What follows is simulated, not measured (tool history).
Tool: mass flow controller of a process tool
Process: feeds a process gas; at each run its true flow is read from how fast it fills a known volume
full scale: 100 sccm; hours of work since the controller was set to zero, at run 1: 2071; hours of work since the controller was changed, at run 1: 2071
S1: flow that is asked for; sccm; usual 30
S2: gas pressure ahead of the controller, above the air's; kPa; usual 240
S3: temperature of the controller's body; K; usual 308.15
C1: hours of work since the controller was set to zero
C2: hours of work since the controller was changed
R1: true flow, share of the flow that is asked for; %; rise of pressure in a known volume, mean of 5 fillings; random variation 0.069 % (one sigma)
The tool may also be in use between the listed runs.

run,hour,S1,S2,S3,C1,C2,R1
1,0.0,30,240,308.15,2071,2071,96.05
2,48.5,100,240,308.15,2105,2105,98.51
3,105.5,30,240,308.15,2146,2146,95.94
4,171.4,30,240,308.15,2193,2193,95.87
5,203.4,30,222,308.15,2216,2216,96.11
6,248.9,13,240,308.15,2248,2248,94.92
7,297.7,13,240,308.15,2283,2283,94.98
8,356.0,30,153,308.15,2324,2324,96.68
9,388.3,30,153,308.15,2347,2347,96.60
10,441.9,30,153,308.15,2385,2385,96.61
11,475.0,68,240,308.15,2409,2409,97.33
12,535.1,68,240,308.15,2451,2451,97.38
13,601.3,68,240,308.15,2498,2498,97.48
14,654.6,68,240,308.15,2536,2536,97.31
15,730.4,30,240,308.15,2590,2590,95.98
16,784.6,30,240,294.15,2629,2629,97.18
17,861.0,30,240,294.15,2683,2683,97.19
18,903.7,30,240,294.15,2713,2713,97.27
19,952.2,30,240,308.15,2748,2748,95.98
20,1011.9,43,240,300.15,2790,2790,97.15
21,1061.9,12,255,296.15,2826,2826,95.66
22,1137.9,30,254,311.15,2880,2880,95.35
23,1177.4,30,254,311.15,2908,2908,95.48
24,1230.4,30,254,310.15,2946,2946,95.29
25,1269.0,78,188,299.15,2973,2973,98.93
26,1332.8,36,187,310.15,3019,3019,96.30
27,1370.9,16,251,308.15,3046,3046,94.84
28,1443.0,16,157,294.15,3097,3097,96.77
29,1482.9,16,157,294.15,3125,3125,96.72
30,1551.2,16,157,294.15,3174,3174,96.78
31,1587.2,12,213,312.15,3199,3199,94.13
32,1647.3,12,213,312.15,3242,3242,94.10
33,1686.0,12,170,312.15,3270,3270,94.29
34,1746.1,14,278,296.15,3312,3312,95.40
35,1788.8,14,278,296.15,3343,3343,95.34

The same runs without the tool's hidden state, with the same run-to-run variation:
The hidden state here: flow at rest that the sensor doesn't see, % of full scale; true flow over the shown one, %; drift of the gauge itself on true_pct, %.
run,R1
1,96.53
2,98.75
3,96.44
4,96.39
5,96.63
6,95.95
7,96.03
8,97.23
9,97.16
10,97.18
11,97.68
12,97.73
13,97.83
14,97.68
15,96.60
16,97.81
17,97.84
18,97.93
19,96.65
20,97.69
21,97.08
22,96.05
23,96.19
24,96.01
25,99.34
26,96.96
27,96.05
28,98.00
29,97.96
30,98.05
31,95.75
32,95.74
33,95.95
34,96.88
35,96.83
